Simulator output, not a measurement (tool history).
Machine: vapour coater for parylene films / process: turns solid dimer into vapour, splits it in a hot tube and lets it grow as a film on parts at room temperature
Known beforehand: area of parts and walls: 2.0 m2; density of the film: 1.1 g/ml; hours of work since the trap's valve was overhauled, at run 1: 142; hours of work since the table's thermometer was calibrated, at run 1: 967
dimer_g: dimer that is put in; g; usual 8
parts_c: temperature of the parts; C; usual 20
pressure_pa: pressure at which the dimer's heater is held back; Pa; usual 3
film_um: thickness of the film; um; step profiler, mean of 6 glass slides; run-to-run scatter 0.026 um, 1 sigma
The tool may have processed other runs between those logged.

run      day  dimer_g  parts_c  pressure_pa  hours of work since the trap's valve was overhauled  hours of work since the table's thermometer was calibrated  film_um
  1        0        8       20            3                                                  142                                                         967     1.84
       3.304  -- trap's valve overhauled
  2    3.646        8       25            3                                                    7                                                        1042     1.55
  3    6.808        8       25            3                                                   76                                                        1111     1.47
  4    8.262        8       20         5.15                                                  107                                                        1142     1.73
  5   10.283        8       20         5.15                                                  151                                                        1186     1.72
  6   12.046        8       20         5.15                                                  189                                                        1224     1.63
      13.042  -- trap's valve overhauled
  7   14.021        8       20            3                                                   21                                                        1263     1.89
  8   16.425        8       20            3                                                   73                                                        1315     1.85
  9   18.875        8       20            3                                                  126                                                        1368     1.83
 10   20.512        8       20            3                                                  161                                                        1403     1.77
       21.95  -- table's thermometer calibrated
 11   22.338        8       20            3                                                  200                                                           8     1.86
      22.817  -- trap's valve overhauled
 12   25.662        8       20            3                                                   61                                                          77     1.97
 13   29.188        8       20            3                                                  138                                                         153     1.94
 14   32.138        4       20            3                                                  201                                                         216     0.94
      32.625  -- trap's valve overhauled
 15   34.379       10       20            3                                                   38                                                         261     2.45
 16   36.971       10       20            3                                                   94                                                         317      2.4
 17   38.854        4       20            3                                                  134                                                         358     0.93
 18   41.462        8       20            3                                                  191                                                         414     1.87
      42.521  -- trap's valve overhauled
 19   43.683        8       20            3                                                   25                                                         458     1.96
 20   45.433        8       20            3                                                   63                                                         496     1.93
 21   49.017        9       20            3                                                  140                                                         574     2.09
 22   50.812        9       20            3                                                  179                                                         612     2.08
      52.375  -- trap's valve overhauled
 23   52.558        8       20            3                                                    4                                                         646     1.93
 24   54.771        8       20            3                                                   52                                                         694     1.92
 25   57.071        8       20            3                                                  101                                                         744     1.87
 26   60.167        8       20            3                                                  168                                                         811     1.82
      62.258  -- trap's valve overhauled
 27   63.392        5       16         3.84                                                   25                                                         877     1.37
 28   66.704        5       30         4.49                                                   96                                                         948     0.66
 29   68.779        8       20         4.82                                                  141                                                         993     1.75
 30   71.479        8       20         4.82                                                  199                                                        1051     1.68
      72.162  -- trap's valve overhauled
 31   73.354        4       20         2.13                                                   26                                                        1088     0.98
 32   76.825        4       19          3.1                                                  101                                                        1163     0.99
 33   79.879        7       19         3.19                                                  167                                                        1229     1.62
      81.962  -- trap's valve overhauled
 34   81.962        7       19         3.19                                                    0                                                        1271     1.75
 35   83.812        6       28            3                                                   40                                                        1311     0.96
 36   86.842        6       28            3                                                  105                                                        1376     0.96
       89.55  -- table's thermometer calibrated
 37    89.55        6       22         8.12                                                  163                                                           0     1.16
      91.808  -- trap's valve overhauled
 38   93.275       10       28            3                                                   32                                                          77     1.74
 39   94.892       10       28            3                                                   67                                                         112     1.76
 40   96.404        9       29         6.68                                                   99                                                         144     1.31
 41   98.738        5       20          9.3                                                  150                                                         195     1.06
 42  100.738        5       20          9.3                                                  193                                                         238     1.02
     101.771  -- trap's valve overhauled
 43  103.225        5       20          9.3                                                   31                                                         288     1.05
 44  106.733        8       21            3                                                  107                                                         364     1.84
 45  109.975        8       21            3                                                  177                                                         434     1.78
     111.571  -- trap's valve overhauled
 46  112.092        5       12         5.64                                                   11                                                         476     1.58
 47  113.908        7       23        11.11                                                   50                                                         515     1.26

For some of the steps in film_um from one run to the next: how much would appear even if the tool had no hidden state, given the settings, what came in and random variation, and how much remains for the hidden state plus any gauge scatter that the measured result and the result without hidden state don't share?
Hidden conditions of the tool in this case: vapour lost through the trap's worn valve, %; true temperature of the parts over the reading, C; drift of the gauge itself on film_um, %.
Run 14 -> 15: dimer_g 4 -> 10, trap's valve overhauled. film_um +1.51 um: hidden state +0.03, all else +1.48.
Run 16 -> 17: dimer_g 10 -> 4. film_um -1.47 um: hidden state +0.05, all else -1.52.
Run 22 -> 23: dimer_g 9 -> 8, trap's valve overhauled. film_um -0.15 um: hidden state +0.12, all else -0.27.
Run 28 -> 29: dimer_g 5 -> 8, parts_c 30 -> 20, pressure_pa 4.49 -> 4.82. film_um +1.09 um: hidden state -0.11, all else +1.2.
Run 30 -> 31: dimer_g 8 -> 4, pressure_pa 4.82 -> 2.13, trap's valve overhauled. film_um -0.7 um: hidden state +0.15, all else -0.85.
